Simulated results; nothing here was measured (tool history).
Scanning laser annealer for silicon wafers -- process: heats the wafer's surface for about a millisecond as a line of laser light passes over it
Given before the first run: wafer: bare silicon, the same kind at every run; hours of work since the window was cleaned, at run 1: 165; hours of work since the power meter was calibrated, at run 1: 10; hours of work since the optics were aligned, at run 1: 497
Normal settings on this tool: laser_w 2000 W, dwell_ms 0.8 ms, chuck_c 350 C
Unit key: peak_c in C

run,hour,laser_w,dwell_ms,chuck_c,hours of work since the window was cleaned,hours of work since the power meter was calibrated,hours of work since the optics were aligned,peak_c
1,0,2000,0.8,350,165,10,497,1078
2,51.8,2000,0.8,369,189,33,520,1096
3,102.4,2000,0.8,369,211,56,543,1090
4,149.5,2000,0.8,350,233,77,564,1067
5,198.2,2000,0.8,350,255,99,586,1065
6,250.1,2000,0.8,350,278,123,610,1060
7,306.9,2000,0.8,350,304,148,635,1050
8,357.6,2000,0.723,350,327,171,658,1012
# hour 387.4: window over the wafer cleaned
9,399.9,2000,0.723,350,6,190,676,1058
10,427.3,2000,0.723,350,18,202,689,1062
11,464.3,1759,0.723,350,35,219,705,955
12,508.2,2111,0.8,350,55,239,725,1141
13,568.5,2111,0.8,350,82,266,752,1136
14,629.6,2111,0.8,350,109,293,780,1132
# hour 662.6: optics aligned, line set to its width
15,683,2111,0.8,350,131,315,9,1133
16,709.6,2111,0.8,350,143,327,21,1133
17,771.8,2111,0.8,350,171,355,49,1123
18,801.9,2000,0.8,350,185,369,63,1080
19,854.7,2000,0.589,350,209,393,87,953
20,914.9,2000,0.8,331,236,420,114,1051
21,973.3,2000,0.878,354,262,446,140,1106
22,1018.5,1769,0.803,350,283,467,161,965
23,1061.4,2154,0.952,328,302,486,180,1180
24,1116.5,2000,0.9,311,327,511,205,1061
# hour 1146.2: window over the wafer cleaned
25,1167.5,2042,0.964,313,10,533,227,1174
# hour 1174.5: laser's power meter calibrated
26,1209.9,2004,0.964,351,27,16,245,1195
27,1266.5,2004,0.964,351,53,42,270,1187
28,1314.6,2155,0.773,373,75,63,292,1169
29,1353.8,2185,0.8,337,92,81,310,1161
30,1391.3,2185,0.8,337,109,98,327,1161
31,1425.1,2130,0.57,321,125,113,342,971
32,1479,2185,0.57,321,149,138,366,989
33,1511.6,2185,0.57,321,164,152,381,985
# hour 1530.8: laser's power meter calibrated, once more
34,1555.7,2187,0.813,377,182,11,400,1195
35,1610.2,2042,0.88,372,207,36,424,1158
36,1656.8,2042,0.84,347,228,57,445,1109
37,1714.4,2126,0.859,351,254,83,471,1157
38,1749.3,1713,0.949,345,270,99,487,1000
39,1796.2,1822,0.877,358,291,120,508,1031
40,1832,1822,0.877,358,307,136,525,1028

Here are 4 independent what-if runs from the current tool condition. What would each one return?
A,1883.4,2000,0.646,350,330,159,548,?
B,1883.4,1798,0.578,342,330,159,548,?
C,1883.4,1706,0.942,348,330,159,548,?
D,1883.4,1873,0.627,358,330,159,548,?

run,peak_c
A,969
B,858
C,989
D,924
Take away the tool's hidden state, keep each run's random variation, and the runs would have read:
run,peak_c
A,1020
B,900
C,1042
D,971

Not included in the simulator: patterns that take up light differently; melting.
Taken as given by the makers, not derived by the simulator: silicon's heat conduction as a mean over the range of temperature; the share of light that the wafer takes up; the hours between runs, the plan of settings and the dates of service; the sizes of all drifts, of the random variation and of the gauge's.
